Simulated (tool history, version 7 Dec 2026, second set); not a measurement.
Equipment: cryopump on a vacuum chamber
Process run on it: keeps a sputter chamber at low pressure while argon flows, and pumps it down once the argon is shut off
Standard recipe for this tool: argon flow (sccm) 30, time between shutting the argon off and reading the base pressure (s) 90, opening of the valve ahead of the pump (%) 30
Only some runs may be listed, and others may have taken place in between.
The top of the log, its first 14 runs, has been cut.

run	hour	argon flow (sccm)	time between shutting the argon off and reading the base pressure (s)	opening of the valve ahead of the pump (%)	hours of work since the pump was warmed up and emptied	hours of work since the cold head was overhauled	hours of work since the chamber's fittings were tightened	pressure while argon flows (Pa)	pressure after the wait (uPa)
15	257.9	30	189	34	370	370	872	0.1524	2.12
16	269.4	30	189	34	379	379	882	0.1505	2.11
17	286.1	30	189	34	394	394	896	0.1524	2.17
18	297.1	30	30	30	403	403	905	0.1712	6.14
19	313.1	30	23	30	417	417	919	0.1726	7.56
20	333.7	30	69	51	434	434	937	0.1034	3.46
21	357.4	30	69	51	455	455	957	0.1040	3.51
22	380.6	30	69	51	475	475	977	0.1054	3.59
23	402.9	30	143	41	494	494	996	0.1287	2.49
24	427.0	13	90	56	514	514	1016	0.0415	3.13
25	448.2	21	90	18	532	532	1035	0.1979	3.12
26	461.1	30	51	30	543	543	1046	0.1744	4.45
27	479.4	30	51	30	559	559	1061	0.1740	4.39
28	502.8	30	51	30	579	579	1081	0.1766	4.58
29	527.1	30	215	27	600	600	1102	0.1942	2.42
30	545.7	30	24	30	616	616	1118	0.1736	7.85
31	558.3	30	184	60	627	627	1129	0.0934	2.52
32	576.4	29	99	30	642	642	1144	0.1708	3.25
33	596.0	29	99	30	659	659	1161	0.1699	3.24

What if the next run were any one of these 3? Each begins from the tool's condition after run 33:
A	618.2	29	207	30	678	678	1180	?	?
B	618.2	30	122	27	678	678	1180	?	?
C	618.2	29	24	30	678	678	1180	?	?

run	pressure while argon flows (Pa)	pressure after the wait (uPa)
A	0.1718	2.54
B	0.1972	3.01
C	0.1709	7.74
Had the tool no hidden state, the same runs would have come out as:
run	pressure while argon flows (Pa)	pressure after the wait (uPa)
A	0.1599	0.98
B	0.1848	1.46
C	0.1590	6.19

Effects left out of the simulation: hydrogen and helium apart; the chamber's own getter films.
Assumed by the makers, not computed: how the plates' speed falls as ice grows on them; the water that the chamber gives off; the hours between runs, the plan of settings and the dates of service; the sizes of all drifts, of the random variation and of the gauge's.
